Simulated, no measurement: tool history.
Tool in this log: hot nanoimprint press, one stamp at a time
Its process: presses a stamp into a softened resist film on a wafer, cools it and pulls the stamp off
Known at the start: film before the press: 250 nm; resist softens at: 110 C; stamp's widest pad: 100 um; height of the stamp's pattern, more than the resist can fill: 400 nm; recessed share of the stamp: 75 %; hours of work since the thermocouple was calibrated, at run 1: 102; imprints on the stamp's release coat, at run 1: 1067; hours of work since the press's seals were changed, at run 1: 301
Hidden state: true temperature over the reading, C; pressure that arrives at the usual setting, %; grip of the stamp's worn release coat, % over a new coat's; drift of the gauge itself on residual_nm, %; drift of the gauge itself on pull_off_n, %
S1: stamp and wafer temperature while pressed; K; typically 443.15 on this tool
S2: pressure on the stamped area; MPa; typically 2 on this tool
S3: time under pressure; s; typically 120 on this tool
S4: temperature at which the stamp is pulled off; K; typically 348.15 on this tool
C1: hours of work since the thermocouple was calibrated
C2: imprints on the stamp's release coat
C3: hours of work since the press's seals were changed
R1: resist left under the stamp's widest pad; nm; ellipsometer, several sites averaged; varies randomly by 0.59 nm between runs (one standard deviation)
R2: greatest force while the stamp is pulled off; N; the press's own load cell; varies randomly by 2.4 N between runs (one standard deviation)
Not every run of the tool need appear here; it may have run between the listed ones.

Run 1, hour 0: usual settings; C1 102; C2 1067; C3 301. Result: R1 122.1 nm, R2 144 N.
Run 2, hour 13.5: usual settings but S2 1.23 MPa; C1 113; C2 1102; C3 311. Result: R1 151 nm, R2 144 N.
Run 3, hour 23.3: usual settings but S2 1.23 MPa; C1 121; C2 1127; C3 319. Result: R1 149.6 nm, R2 150 N.
Run 4, hour 36.2: usual settings but S2 1.23 MPa; C1 131; C2 1161; C3 330. Result: R1 149 nm, R2 144 N.
Run 5, hour 45: usual settings but S2 1.23 MPa; C1 138; C2 1183; C3 337. Result: R1 149.5 nm, R2 148 N.
Run 6, hour 56.5: usual settings but S4 335.15 K; C1 147; C2 1213; C3 346. Result: R1 120.9 nm, R2 183 N.
Run 7, hour 64.6: usual settings but S4 335.15 K; C1 154; C2 1234; C3 352. Result: R1 121.5 nm, R2 179 N.
Run 8, hour 70.5: usual settings but S4 335.15 K; C1 159; C2 1249; C3 357. Result: R1 120.2 nm, R2 173 N.
Run 9, hour 81.3: usual settings; C1 167; C2 1277; C3 366. Result: R1 120.6 nm, R2 157 N.
Run 10, hour 93.5: usual settings but S2 2.38 MPa; C1 177; C2 1308; C3 375. Result: R1 112.3 nm, R2 158 N.
Run 11, hour 102.6: usual settings but S2 2.38 MPa; C1 184; C2 1332; C3 383. Result: R1 112.3 nm, R2 161 N.
At hour 111.2: stamp cleaned and given a new release coat.
Run 12, hour 115: usual settings but S4 338.15 K; C1 189; C2 10; C3 388. Result: R1 121.6 nm, R2 124 N.
Run 13, hour 125.9: usual settings but S4 338.15 K; C1 198; C2 38; C3 396. Result: R1 120.2 nm, R2 119 N.
Run 14, hour 134.4: usual settings but S4 338.15 K; C1 205; C2 60; C3 403. Result: R1 120.7 nm, R2 121 N.
Run 15, hour 140.6: usual settings; C1 210; C2 76; C3 408. Result: R1 120.4 nm, R2 111 N.
Run 16, hour 148.2: usual settings; C1 216; C2 96; C3 414. Result: R1 119.4 nm, R2 109 N.
Run 17, hour 162: usual settings but S2 1.55 MPa; C1 227; C2 131; C3 425. Result: R1 135 nm, R2 107 N.
Run 18, hour 173.4: usual settings but S2 1.55 MPa; C1 236; C2 161; C3 434. Result: R1 135.9 nm, R2 108 N.
Run 19, hour 183.5: usual settings but S2 1.55 MPa; C1 244; C2 187; C3 442. Result: R1 135.4 nm, R2 109 N.
Run 20, hour 195.9: usual settings but S1 432.15 K, S2 1.58 MPa, S4 335.15 K; C1 254; C2 219; C3 452. Result: R1 208.1 nm, R2 139 N.
Run 21, hour 207.7: usual settings but S1 455.15 K, S2 3.05 MPa; C1 263; C2 249; C3 462. Result: R1 50.9 nm, R2 113 N.
Run 22, hour 216.1: usual settings but S1 455.15 K, S2 3.05 MPa; C1 270; C2 271; C3 468. Result: R1 50.7 nm, R2 118 N.
Run 23, hour 229.6: usual settings but S1 440.15 K, S2 3.05 MPa, S3 128 s, S4 338.15 K; C1 281; C2 306; C3 479. Result: R1 113.5 nm, R2 133 N.
Run 24, hour 242.4: usual settings but S1 440.15 K, S2 3.05 MPa, S3 128 s, S4 338.15 K; C1 291; C2 339; C3 489. Result: R1 113.7 nm, R2 140 N.
Run 25, hour 251.7: usual settings but S2 2.35 MPa, S4 344.15 K; C1 298; C2 363; C3 497. Result: R1 110.6 nm, R2 125 N.
Run 26, hour 259.4: usual settings but S2 2.35 MPa, S4 344.15 K; C1 305; C2 383; C3 503. Result: R1 110.8 nm, R2 126 N.
Run 27, hour 272: usual settings but S2 2.91 MPa; C1 315; C2 415; C3 513. Result: R1 99.7 nm, R2 119 N.
Run 28, hour 285.5: usual settings but S2 3.14 MPa; C1 325; C2 450; C3 524. Result: R1 95.7 nm, R2 119 N.
Run 29, hour 294.5: usual settings but S3 151 s; C1 333; C2 473; C3 531. Result: R1 110.7 nm, R2 117 N.

For some of the steps in R1 from one run to the next: how much would appear even if the tool had no hidden state, given the settings, what came in and random variation, and how much remains for the hidden state plus any gauge scatter that the measured result and the result without hidden state don't share?
Run 19 -> 20: S1 443.15 -> 432.15, S2 1.55 -> 1.58, S4 348.15 -> 335.15. R1 +72.7 nm: hidden state -0.2, all else +72.9.
Run 20 -> 21: S1 432.15 -> 455.15, S2 1.58 -> 3.05, S4 335.15 -> 348.15. R1 -157.2 nm: hidden state +1.5, all else -158.7.
Run 28 -> 29: S2 3.14 -> 2, S3 120 -> 151. R1 +15 nm: hidden state -1.3, all else +16.3.
